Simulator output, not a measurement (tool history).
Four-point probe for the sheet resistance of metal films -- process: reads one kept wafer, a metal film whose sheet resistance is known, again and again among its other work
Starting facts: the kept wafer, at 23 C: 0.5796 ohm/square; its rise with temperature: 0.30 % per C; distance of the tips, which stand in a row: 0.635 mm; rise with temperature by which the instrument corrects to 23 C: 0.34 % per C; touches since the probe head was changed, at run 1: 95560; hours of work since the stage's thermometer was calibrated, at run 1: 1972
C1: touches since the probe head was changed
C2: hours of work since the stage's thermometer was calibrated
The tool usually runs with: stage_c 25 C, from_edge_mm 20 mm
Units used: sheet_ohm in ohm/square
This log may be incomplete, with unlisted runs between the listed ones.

run 1 hour=0.0 | stage_c=25 from_edge_mm=20 | C1=95560 C2=1972 | sheet_ohm=0.575424
run 2 hour=53.2 | stage_c=25 from_edge_mm=20 | C1=96986 C2=2004 | sheet_ohm=0.575469
run 3 hour=119.8 | stage_c=25 from_edge_mm=20 | C1=98771 C2=2043 | sheet_ohm=0.575328
run 4 hour=166.2 | stage_c=25 from_edge_mm=20 | C1=100013 C2=2071 | sheet_ohm=0.575417
run 5 hour=215.5 | stage_c=25 from_edge_mm=20 | C1=101334 C2=2100 | sheet_ohm=0.575138
run 6 hour=268.5 | stage_c=25 from_edge_mm=20 | C1=102754 C2=2132 | sheet_ohm=0.575429
run 7 hour=358.7 | stage_c=25 from_edge_mm=20 | C1=105172 C2=2186 | sheet_ohm=0.575294
run 8 hour=446.6 | stage_c=25 from_edge_mm=20 | C1=107527 C2=2238 | sheet_ohm=0.575077
run 9 hour=494.5 | stage_c=25 from_edge_mm=20 | C1=108809 C2=2266 | sheet_ohm=0.574980
run 10 hour=534.0 | stage_c=25 from_edge_mm=20 | C1=109869 C2=2290 | sheet_ohm=0.575049
run 11 hour=617.6 | stage_c=25 from_edge_mm=15 | C1=112107 C2=2340 | sheet_ohm=0.574849
run 12 hour=689.0 | stage_c=23 from_edge_mm=20 | C1=114022 C2=2382 | sheet_ohm=0.575211
run 13 hour=783.6 | stage_c=25 from_edge_mm=57 | C1=116555 C2=2438 | sheet_ohm=0.574375
-- hour=820.5 new probe head fitted
run 14 hour=863.9 | stage_c=25 from_edge_mm=57 | C1=1165 C2=2486 | sheet_ohm=0.575884
-- hour=869.9 stage's thermometer calibrated
run 15 hour=917.5 | stage_c=25 from_edge_mm=57 | C1=2585 C2=28 | sheet_ohm=0.575575
run 16 hour=964.4 | stage_c=24 from_edge_mm=20 | C1=3842 C2=56 | sheet_ohm=0.575791
run 17 hour=1007.6 | stage_c=24 from_edge_mm=20 | C1=5000 C2=82 | sheet_ohm=0.575960
-- hour=1050.6 stage's thermometer calibrated, once more
run 18 hour=1105.7 | stage_c=22 from_edge_mm=20 | C1=7616 C2=33 | sheet_ohm=0.577005
run 19 hour=1189.6 | stage_c=22 from_edge_mm=20 | C1=9863 C2=83 | sheet_ohm=0.576866
run 20 hour=1276.1 | stage_c=24 from_edge_mm=20 | C1=12182 C2=134 | sheet_ohm=0.576436
run 21 hour=1326.2 | stage_c=25 from_edge_mm=20 | C1=13523 C2=164 | sheet_ohm=0.576159
run 22 hour=1372.1 | stage_c=31 from_edge_mm=20 | C1=14753 C2=191 | sheet_ohm=0.574891
run 23 hour=1448.8 | stage_c=27 from_edge_mm=14 | C1=16808 C2=237 | sheet_ohm=0.576007
run 24 hour=1527.7 | stage_c=27 from_edge_mm=14 | C1=18921 C2=284 | sheet_ohm=0.575917
run 25 hour=1594.2 | stage_c=30 from_edge_mm=54 | C1=20705 C2=324 | sheet_ohm=0.574584
run 26 hour=1679.8 | stage_c=33 from_edge_mm=20 | C1=22998 C2=375 | sheet_ohm=0.574268
run 27 hour=1772.9 | stage_c=18 from_edge_mm=6 | C1=25493 C2=430 | sheet_ohm=0.580526
run 28 hour=1849.5 | stage_c=18 from_edge_mm=6 | C1=27545 C2=476 | sheet_ohm=0.580397
run 29 hour=1941.0 | stage_c=32 from_edge_mm=21 | C1=29996 C2=530 | sheet_ohm=0.574231
run 30 hour=2026.3 | stage_c=21 from_edge_mm=10 | C1=32281 C2=581 | sheet_ohm=0.577559
run 31 hour=2065.5 | stage_c=19 from_edge_mm=35 | C1=33333 C2=604 | sheet_ohm=0.576639
run 32 hour=2111.2 | stage_c=35 from_edge_mm=30 | C1=34557 C2=631 | sheet_ohm=0.573408
run 33 hour=2168.0 | stage_c=27 from_edge_mm=5 | C1=36078 C2=665 | sheet_ohm=0.579700
run 34 hour=2235.2 | stage_c=29 from_edge_mm=37 | C1=37879 C2=705 | sheet_ohm=0.574361
run 35 hour=2320.7 | stage_c=24 from_edge_mm=12 | C1=40169 C2=756 | sheet_ohm=0.576112
run 36 hour=2394.4 | stage_c=24 from_edge_mm=12 | C1=42145 C2=800 | sheet_ohm=0.576078
run 37 hour=2485.3 | stage_c=22 from_edge_mm=7 | C1=44580 C2=854 | sheet_ohm=0.578298
run 38 hour=2548.5 | stage_c=22 from_edge_mm=40 | C1=46273 C2=892 | sheet_ohm=0.575570
run 39 hour=2619.2 | stage_c=22 from_edge_mm=40 | C1=48168 C2=934 | sheet_ohm=0.575479
run 40 hour=2704.7 | stage_c=22 from_edge_mm=21 | C1=50459 C2=985 | sheet_ohm=0.575552
run 41 hour=2791.4 | stage_c=34 from_edge_mm=20 | C1=52782 C2=1036 | sheet_ohm=0.573222
run 42 hour=2865.9 | stage_c=32 from_edge_mm=7 | C1=54776 C2=1080 | sheet_ohm=0.575698
run 43 hour=2921.4 | stage_c=32 from_edge_mm=7 | C1=56263 C2=1113 | sheet_ohm=0.575709
run 44 hour=2992.8 | stage_c=26 from_edge_mm=3 | C1=58177 C2=1156 | sheet_ohm=0.587849

Alternative continuations, all from the tool just after run 44; predict every row:
run A hour=3051.1 | stage_c=19 from_edge_mm=6 | C1=59740 C2=1191 | sheet_ohm=?
run B hour=3051.1 | stage_c=22 from_edge_mm=5 | C1=59740 C2=1191 | sheet_ohm=?
run C hour=3051.1 | stage_c=21 from_edge_mm=6 | C1=59740 C2=1191 | sheet_ohm=?
run D hour=3051.1 | stage_c=20 from_edge_mm=6 | C1=59740 C2=1191 | sheet_ohm=?

run=A sheet_ohm=0.579240
run=B sheet_ohm=0.579884
run=C sheet_ohm=0.578947
run=D sheet_ohm=0.578826
Without the tool's hidden state the same runs would have given:
run=A sheet_ohm=0.583955
run=B sheet_ohm=0.584600
run=C sheet_ohm=0.583657
run=D sheet_ohm=0.583536
